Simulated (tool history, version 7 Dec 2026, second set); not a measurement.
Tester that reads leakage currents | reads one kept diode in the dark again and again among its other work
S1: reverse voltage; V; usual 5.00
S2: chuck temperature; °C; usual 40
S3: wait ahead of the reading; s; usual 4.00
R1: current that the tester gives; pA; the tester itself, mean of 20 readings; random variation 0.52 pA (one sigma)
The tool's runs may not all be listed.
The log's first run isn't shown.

run	day	S1	S2	S3	R1
2	8.275	5.00	40	0.98	172.29
# day 12.467: chuck's temperature calibrated
3	17.638	5.00	40	0.86	180.52
4	21.812	5.00	40	0.86	179.96
5	26.992	1.75	40	4.00	116.82
6	33.504	1.75	40	4.00	116.16
7	42.825	1.75	40	4.00	115.92
8	49.779	5.00	40	4.00	178.53
9	54.862	5.00	40	4.00	179.26
10	58.846	5.00	40	4.00	179.37
11	62.925	5.00	40	4.00	179.73
# day 68.542: probe card cleaned and baked
12	71.654	5.00	40	4.00	167.89
13	76.142	5.00	40	4.00	167.54
14	81.850	5.00	40	4.00	166.79
# day 88.083: chuck's temperature calibrated
15	89.208	5.00	40	4.00	173.25
16	95.688	5.00	40	1.12	174.55
17	102.550	5.00	40	1.12	174.53
18	109.275	5.00	40	1.12	175.73
19	116.229	5.00	40	1.12	174.68
20	124.825	5.00	40	1.12	175.34
21	131.471	5.00	40	1.12	175.73

The next listed run, before its measurement:
22	135.962	5.00	20	4.00	?

{"run 22": {"R1": 45.36}}
Without the tool's hidden state the same run would have given R1 39.70 pA.

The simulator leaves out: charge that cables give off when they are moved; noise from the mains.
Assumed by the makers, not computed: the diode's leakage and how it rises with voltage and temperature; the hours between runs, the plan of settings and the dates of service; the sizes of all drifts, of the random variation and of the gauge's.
